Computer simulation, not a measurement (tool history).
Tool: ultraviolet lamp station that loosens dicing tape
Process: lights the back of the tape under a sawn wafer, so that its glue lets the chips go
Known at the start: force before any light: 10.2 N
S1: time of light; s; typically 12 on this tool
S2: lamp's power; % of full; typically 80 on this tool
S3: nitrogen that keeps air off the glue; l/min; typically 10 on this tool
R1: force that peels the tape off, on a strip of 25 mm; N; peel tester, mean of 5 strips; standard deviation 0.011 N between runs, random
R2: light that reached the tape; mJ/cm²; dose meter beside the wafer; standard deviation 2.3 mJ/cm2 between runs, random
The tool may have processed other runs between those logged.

run     day  S1  S2  S3     R1   R2
  1       0  12  80  10  1.296  151
  2   0.662  12  80  10  1.325  145
  3   1.679  12  80  10  1.392  145
  4   2.279   9  80  10  2.299  106
  5   3.171  12  80  10  1.456  137
  6   4.379  12  80  10  1.552  136
  7   5.558  12  80  10  1.643  130
  8   6.312  12  80  10  1.723  133
      7.108  -- lamp changed
  9   7.133  12  80  10  0.615  212
 10   7.875  12  80  10  0.658  206
 11   8.525  12  80  10  0.667  202
 12   9.779  12  80  10  0.699  197
     10.542  -- window cleaned of glue's vapour
 13  10.742  12  80  10  0.563  221
 14  11.838  12  80  10  0.583  219
 15  12.817  12  80  10  0.588  212
 16  13.696  12  80  10  0.617  209
 17  15.042  18  91   7  0.286  346
 18  16.046  11  82   5  1.303  188
 19  16.842  15  62   5  1.276  188
 20  17.533  23  80   7  0.249  377
 21  18.917  21  80   7  0.305  338
 22   20.25  21  82   7  0.313  336
 23  20.962   9  90   9  1.309  155
 24  22.258  16  75  10  0.547  222
 25  23.571  19  80  10   0.35  271
 26  24.633   7  82   3  4.128   97
 27  25.921   9  81   4  2.887  125

Below are 5 alternative next runs, each starting from the tool's condition after run 27. Predict each:
  A  26.517   9  81  16   ?   ?
  B  26.517   7  93  10   ?   ?
  C  26.517  18  81   4   ?   ?
  D  26.517  10  68  10   ?   ?
  E  26.517  17  80  10   ?   ?

run     R1   R2
  A  1.407  126
  B  2.192  110
  C  0.894  245
  D  2.048  117
  E  0.507  230
With the hidden condition removed and each run's random variation left untouched, the same runs would have given:
run     R1   R2
  A  0.655  181
  B  1.155  159
  C  0.396  354
  D  1.056  169
  E  0.245  332

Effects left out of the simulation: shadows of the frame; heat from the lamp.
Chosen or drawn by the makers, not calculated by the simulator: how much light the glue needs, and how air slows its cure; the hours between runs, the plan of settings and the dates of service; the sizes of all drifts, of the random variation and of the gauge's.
